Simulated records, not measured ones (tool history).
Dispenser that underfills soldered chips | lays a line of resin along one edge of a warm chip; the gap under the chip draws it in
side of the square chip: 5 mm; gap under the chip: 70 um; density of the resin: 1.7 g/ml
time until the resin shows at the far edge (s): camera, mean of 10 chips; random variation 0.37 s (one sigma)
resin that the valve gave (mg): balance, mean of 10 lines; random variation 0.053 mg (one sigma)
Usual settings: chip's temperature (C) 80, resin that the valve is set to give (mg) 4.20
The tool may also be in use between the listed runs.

run,hour,chip's temperature (C),resin that the valve is set to give (mg),time until the resin shows at the far edge (s),resin that the valve gave (mg)
1,0.0,80,4.20,27.4,4.08
# hour 5.0: new syringe of resin
2,6.7,80,4.00,23.4,3.87
3,10.2,80,4.00,25.2,3.86
# hour 17.0: new syringe of resin
4,17.2,86,4.00,18.5,3.79
5,22.6,86,4.00,21.2,3.65
# hour 29.2: new syringe of resin
6,29.6,86,4.50,17.4,4.20
7,37.6,80,4.08,28.5,3.80
# hour 41.2: new syringe of resin
8,42.8,80,4.08,23.5,3.82
9,49.1,80,4.20,27.2,3.94
# hour 53.4: new syringe of resin
10,54.0,66,4.20,38.7,3.85
11,58.2,66,4.20,41.6,3.91
12,63.3,66,4.20,47.1,3.83
# hour 65.4: new syringe of resin
13,71.5,72,4.20,35.5,3.84
14,76.7,69,4.20,46.0,3.86
# hour 77.4: new syringe of resin
15,82.3,80,3.82,26.4,3.53
# hour 89.6: new syringe of resin
16,90.4,80,4.20,23.2,3.83
17,94.4,80,4.20,26.0,3.89
18,97.8,80,4.20,28.7,3.88
# hour 102.0: new syringe of resin
19,103.1,69,5.37,33.6,4.81
20,111.0,88,3.70,23.3,3.31
# hour 114.1: new syringe of resin
21,117.5,83,5.26,21.4,4.64
22,121.0,67,4.45,42.6,3.92
# hour 126.2: new syringe of resin
23,129.5,79,4.99,24.0,4.40
# hour 133.4: dispensing valve cleaned and set on the balance
24,134.4,89,4.80,19.3,4.88
# hour 139.6: new syringe of resin
25,142.8,89,4.80,17.1,4.80
26,146.7,89,4.72,19.7,4.68
# hour 151.9: new syringe of resin
27,153.3,70,3.78,34.6,3.75
28,158.1,70,3.78,39.5,3.72
# hour 164.3: new syringe of resin
29,164.9,80,4.55,22.7,4.50
30,170.4,89,4.65,19.7,4.56
# hour 176.2: new syringe of resin
31,176.5,89,4.65,16.8,4.60
32,181.9,77,3.99,29.8,3.94
33,186.9,71,4.39,39.6,4.20
# hour 188.1: new syringe of resin
34,194.8,79,3.99,28.8,3.89
# hour 200.3: new syringe of resin
35,200.8,79,3.99,24.5,3.96
36,208.0,77,4.26,29.9,4.07

4 ways to go on from here, each from the tool as it stands after run 36. What would each give?
# hour 212.6: new syringe of resin
A,214.4,88,4.79,?,?
# hour 212.6: new syringe of resin
B,214.4,77,5.03,?,?
# hour 212.6: new syringe of resin
C,214.4,70,3.60,?,?
# hour 212.6: new syringe of resin
D,214.4,71,4.29,?,?

run,time until the resin shows at the far edge (s),resin that the valve gave (mg)
A,18.5,4.64
B,25.7,4.76
C,36.7,3.40
D,33.3,4.12
Take away the tool's hidden state, keep each run's random variation, and the runs would have read:
run,time until the resin shows at the far edge (s),resin that the valve gave (mg)
A,16.4,4.86
B,22.5,4.99
C,31.7,3.56
D,28.9,4.31
